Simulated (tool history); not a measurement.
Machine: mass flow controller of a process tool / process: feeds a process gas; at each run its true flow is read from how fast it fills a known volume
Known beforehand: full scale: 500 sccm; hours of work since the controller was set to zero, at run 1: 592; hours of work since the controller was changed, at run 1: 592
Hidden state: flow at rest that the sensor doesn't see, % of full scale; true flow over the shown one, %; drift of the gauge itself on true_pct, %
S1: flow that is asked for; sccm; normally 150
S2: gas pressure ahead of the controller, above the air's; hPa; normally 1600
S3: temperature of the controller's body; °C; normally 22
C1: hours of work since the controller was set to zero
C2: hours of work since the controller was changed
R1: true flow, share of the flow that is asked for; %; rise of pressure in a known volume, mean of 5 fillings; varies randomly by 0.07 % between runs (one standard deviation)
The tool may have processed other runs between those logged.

{"run": 1, "hour": 0.0, "S1": 150, "S2": 1600, "S3": 22, "C1": 592, "C2": 592, "R1": 98.99}
{"run": 2, "hour": 105.0, "S1": 150, "S2": 1600, "S3": 22, "C1": 651, "C2": 651, "R1": 99.05}
{"run": 3, "hour": 158.4, "S1": 150, "S2": 1600, "S3": 22, "C1": 682, "C2": 682, "R1": 99.01}
{"run": 4, "hour": 278.1, "S1": 150, "S2": 1600, "S3": 22, "C1": 750, "C2": 750, "R1": 98.94}
{"run": 5, "hour": 388.0, "S1": 150, "S2": 1600, "S3": 22, "C1": 813, "C2": 813, "R1": 99.02}
{"run": 6, "hour": 467.7, "S1": 150, "S2": 1600, "S3": 22, "C1": 858, "C2": 858, "R1": 99.18}
{"run": 7, "hour": 538.5, "S1": 150, "S2": 1600, "S3": 22, "C1": 898, "C2": 898, "R1": 99.23}
{"run": 8, "hour": 587.3, "S1": 163, "S2": 1600, "S3": 22, "C1": 926, "C2": 926, "R1": 99.18}
{"run": 9, "hour": 664.6, "S1": 150, "S2": 1600, "S3": 22, "C1": 970, "C2": 970, "R1": 99.11}
{"run": 10, "hour": 735.8, "S1": 150, "S2": 1600, "S3": 22, "C1": 1011, "C2": 1011, "R1": 99.19}
{"run": 11, "hour": 786.3, "S1": 150, "S2": 1600, "S3": 22, "C1": 1040, "C2": 1040, "R1": 99.22}
{"run": 12, "hour": 878.0, "S1": 150, "S2": 1600, "S3": 24, "C1": 1092, "C2": 1092, "R1": 99.1}
{"run": 13, "hour": 947.8, "S1": 150, "S2": 1600, "S3": 22, "C1": 1132, "C2": 1132, "R1": 99.19}
{"run": 14, "hour": 1053.5, "S1": 150, "S2": 1600, "S3": 22, "C1": 1192, "C2": 1192, "R1": 99.25}
{"run": 15, "hour": 1155.0, "S1": 150, "S2": 1600, "S3": 22, "C1": 1250, "C2": 1250, "R1": 99.37}
{"run": 16, "hour": 1230.5, "S1": 150, "S2": 1600, "S3": 22, "C1": 1293, "C2": 1293, "R1": 99.28}
{"run": 17, "hour": 1290.3, "S1": 278, "S2": 1600, "S3": 22, "C1": 1327, "C2": 1327, "R1": 99.46}
{"run": 18, "hour": 1411.1, "S1": 278, "S2": 1600, "S3": 22, "C1": 1396, "C2": 1396, "R1": 99.53}
{"run": 19, "hour": 1531.7, "S1": 278, "S2": 1600, "S3": 22, "C1": 1464, "C2": 1464, "R1": 99.5}
{"run": 20, "hour": 1631.8, "S1": 278, "S2": 1600, "S3": 22, "C1": 1521, "C2": 1521, "R1": 99.5}
{"run": 21, "hour": 1719.9, "S1": 278, "S2": 1600, "S3": 22, "C1": 1572, "C2": 1572, "R1": 99.54}
{"hour": 1727.2, "done": "controller's zero set anew"}
{"run": 22, "hour": 1789.6, "S1": 278, "S2": 1600, "S3": 22, "C1": 36, "C2": 1611, "R1": 99.79}
{"run": 23, "hour": 1847.8, "S1": 278, "S2": 1600, "S3": 22, "C1": 69, "C2": 1644, "R1": 99.69}
{"run": 24, "hour": 1922.1, "S1": 278, "S2": 1600, "S3": 22, "C1": 111, "C2": 1687, "R1": 99.81}
{"run": 25, "hour": 1982.1, "S1": 278, "S2": 1600, "S3": 22, "C1": 145, "C2": 1721, "R1": 99.79}
{"run": 26, "hour": 2086.4, "S1": 90, "S2": 1600, "S3": 26, "C1": 205, "C2": 1780, "R1": 99.93}
{"run": 27, "hour": 2196.2, "S1": 90, "S2": 1600, "S3": 26, "C1": 267, "C2": 1843, "R1": 100.05}
{"run": 28, "hour": 2311.0, "S1": 152, "S2": 2740, "S3": 25, "C1": 333, "C2": 1908, "R1": 100.16}
{"run": 29, "hour": 2363.1, "S1": 152, "S2": 2740, "S3": 25, "C1": 362, "C2": 1938, "R1": 100.1}
{"run": 30, "hour": 2431.2, "S1": 385, "S2": 2160, "S3": 31, "C1": 401, "C2": 1977, "R1": 99.7}
{"hour": 2448.1, "done": "controller's zero set anew, once more"}
{"run": 31, "hour": 2486.3, "S1": 385, "S2": 2160, "S3": 31, "C1": 22, "C2": 2008, "R1": 99.46}
{"run": 32, "hour": 2535.9, "S1": 385, "S2": 2160, "S3": 31, "C1": 50, "C2": 2036, "R1": 99.49}
{"run": 33, "hour": 2586.9, "S1": 385, "S2": 2160, "S3": 31, "C1": 79, "C2": 2065, "R1": 99.41}
{"run": 34, "hour": 2691.2, "S1": 136, "S2": 2030, "S3": 33, "C1": 139, "C2": 2124, "R1": 98.28}
{"run": 35, "hour": 2789.8, "S1": 136, "S2": 2300, "S3": 39, "C1": 195, "C2": 2181, "R1": 98.24}
{"run": 36, "hour": 2844.2, "S1": 136, "S2": 2300, "S3": 39, "C1": 226, "C2": 2212, "R1": 98.26}
{"run": 37, "hour": 2946.8, "S1": 150, "S2": 2740, "S3": 34, "C1": 284, "C2": 2270, "R1": 98.58}
{"run": 38, "hour": 3023.0, "S1": 150, "S2": 2740, "S3": 34, "C1": 328, "C2": 2313, "R1": 98.83}
{"run": 39, "hour": 3122.1, "S1": 150, "S2": 1600, "S3": 22, "C1": 384, "C2": 2370, "R1": 99.26}
{"run": 40, "hour": 3193.9, "S1": 297, "S2": 1510, "S3": 22, "C1": 425, "C2": 2411, "R1": 99.51}
{"run": 41, "hour": 3258.5, "S1": 297, "S2": 1510, "S3": 22, "C1": 462, "C2": 2448, "R1": 99.66}
{"run": 42, "hour": 3363.2, "S1": 201, "S2": 2020, "S3": 33, "C1": 521, "C2": 2507, "R1": 98.81}
{"run": 43, "hour": 3438.8, "S1": 207, "S2": 1600, "S3": 26, "C1": 564, "C2": 2550, "R1": 99.06}
{"run": 44, "hour": 3558.0, "S1": 150, "S2": 2130, "S3": 26, "C1": 632, "C2": 2618, "R1": 99.1}
{"run": 45, "hour": 3651.4, "S1": 95, "S2": 1600, "S3": 22, "C1": 686, "C2": 2672, "R1": 99.28}
{"run": 46, "hour": 3728.1, "S1": 150, "S2": 2790, "S3": 33, "C1": 729, "C2": 2715, "R1": 98.95}
{"run": 47, "hour": 3778.2, "S1": 247, "S2": 1830, "S3": 24, "C1": 758, "C2": 2744, "R1": 99.5}
{"run": 48, "hour": 3871.0, "S1": 150, "S2": 1600, "S3": 34, "C1": 811, "C2": 2797, "R1": 98.61}

Below are 4 alternative next runs, each starting from the tool's condition after run 48. Predict each:
{"run": "A", "hour": 3956.1, "S1": 103, "S2": 2610, "S3": 25, "C1": 859, "C2": 2845, "R1": "?"}
{"run": "B", "hour": 3956.1, "S1": 283, "S2": 1440, "S3": 37, "C1": 859, "C2": 2845, "R1": "?"}
{"run": "C", "hour": 3956.1, "S1": 417, "S2": 1600, "S3": 39, "C1": 859, "C2": 2845, "R1": "?"}
{"run": "D", "hour": 3956.1, "S1": 150, "S2": 1770, "S3": 24, "C1": 859, "C2": 2845, "R1": "?"}

run=A R1=99.49
run=B R1=98.47
run=C R1=98.93
run=D R1=99.34
Stripped of hidden state, with their random variation kept, the same runs would have yielded:
run=A R1=98.89
run=B R1=98.18
run=C R1=98.69
run=D R1=98.89

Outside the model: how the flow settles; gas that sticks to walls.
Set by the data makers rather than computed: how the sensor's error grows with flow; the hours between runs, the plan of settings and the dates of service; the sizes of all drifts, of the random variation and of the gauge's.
